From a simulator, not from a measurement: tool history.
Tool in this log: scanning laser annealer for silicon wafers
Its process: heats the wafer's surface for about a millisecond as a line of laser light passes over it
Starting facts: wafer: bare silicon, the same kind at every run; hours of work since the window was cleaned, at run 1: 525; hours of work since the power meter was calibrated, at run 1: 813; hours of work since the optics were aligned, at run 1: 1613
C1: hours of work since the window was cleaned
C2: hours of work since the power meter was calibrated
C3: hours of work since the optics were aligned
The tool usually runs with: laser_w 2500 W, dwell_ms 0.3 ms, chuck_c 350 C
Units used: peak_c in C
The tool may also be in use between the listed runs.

Run 1, hour 0: usual settings; C1 525; C2 813; C3 1613. Result: peak_c 1140 C.
At hour 30: window over the wafer cleaned.
Run 2, hour 46.5: usual settings; C1 8; C2 835; C3 1635. Result: peak_c 1180 C.
Run 3, hour 97.3: usual settings but laser_w 2326 W; C1 33; C2 860; C3 1660. Result: peak_c 1121 C.
Run 4, hour 128.5: usual settings but laser_w 2326 W; C1 48; C2 875; C3 1675. Result: peak_c 1115 C.
Run 5, hour 173.4: usual settings but chuck_c 321 C; C1 70; C2 897; C3 1697. Result: peak_c 1144 C.
Run 6, hour 218: usual settings but chuck_c 321 C; C1 92; C2 919; C3 1719. Result: peak_c 1145 C.
At hour 223.8: laser's power meter calibrated.
Run 7, hour 267.6: usual settings but chuck_c 321 C; C1 115; C2 21; C3 1742. Result: peak_c 1142 C.
Run 8, hour 296: usual settings but chuck_c 321 C; C1 129; C2 35; C3 1756. Result: peak_c 1140 C.
Run 9, hour 341: usual settings but chuck_c 321 C; C1 151; C2 57; C3 1778. Result: peak_c 1139 C.
Run 10, hour 368.8: usual settings but laser_w 2707 W, dwell_ms 0.247 ms, chuck_c 337 C; C1 165; C2 71; C3 1792. Result: peak_c 1144 C.
Run 11, hour 392.9: usual settings but laser_w 2572 W, dwell_ms 0.293 ms, chuck_c 358 C; C1 176; C2 83; C3 1803. Result: peak_c 1186 C.
At hour 416: laser's power meter calibrated, once more.
Run 12, hour 444.6: usual settings but laser_w 2572 W, dwell_ms 0.293 ms, chuck_c 358 C; C1 200; C2 14; C3 1827. Result: peak_c 1179 C.
Run 13, hour 481: usual settings but laser_w 2572 W, dwell_ms 0.293 ms, chuck_c 358 C; C1 218; C2 32; C3 1845. Result: peak_c 1182 C.
Run 14, hour 508.3: usual settings but laser_w 2442 W, dwell_ms 0.231 ms, chuck_c 364 C; C1 231; C2 45; C3 1859. Result: peak_c 1064 C.
Run 15, hour 536.7: usual settings but laser_w 2442 W, dwell_ms 0.231 ms, chuck_c 364 C; C1 245; C2 59; C3 1872. Result: peak_c 1062 C.
Run 16, hour 565.8: usual settings but laser_w 2442 W, dwell_ms 0.231 ms, chuck_c 364 C; C1 260; C2 73; C3 1887. Result: peak_c 1063 C.
Run 17, hour 596.4: usual settings; C1 275; C2 88; C3 1902. Result: peak_c 1151 C.

Table of differences, measured result less the result of that run with no hidden state. Run-to-run variation is the same in both. Gauge scatter possibly is not:
The hidden state here: light that passes the window, % of a clean one's; laser's true power over the reading, %; width of the line over the set one, %; drift of the gauge itself on peak_c, C.
run  peak_c
  1     -56
  2     -13
  3     -14
  4     -16
  5     -19
  6     -21
  7     -23
  8     -25
  9     -27
 10     -28
 11     -29
 12     -34
 13     -35
 14     -31
 15     -33
 16     -34
 17     -40
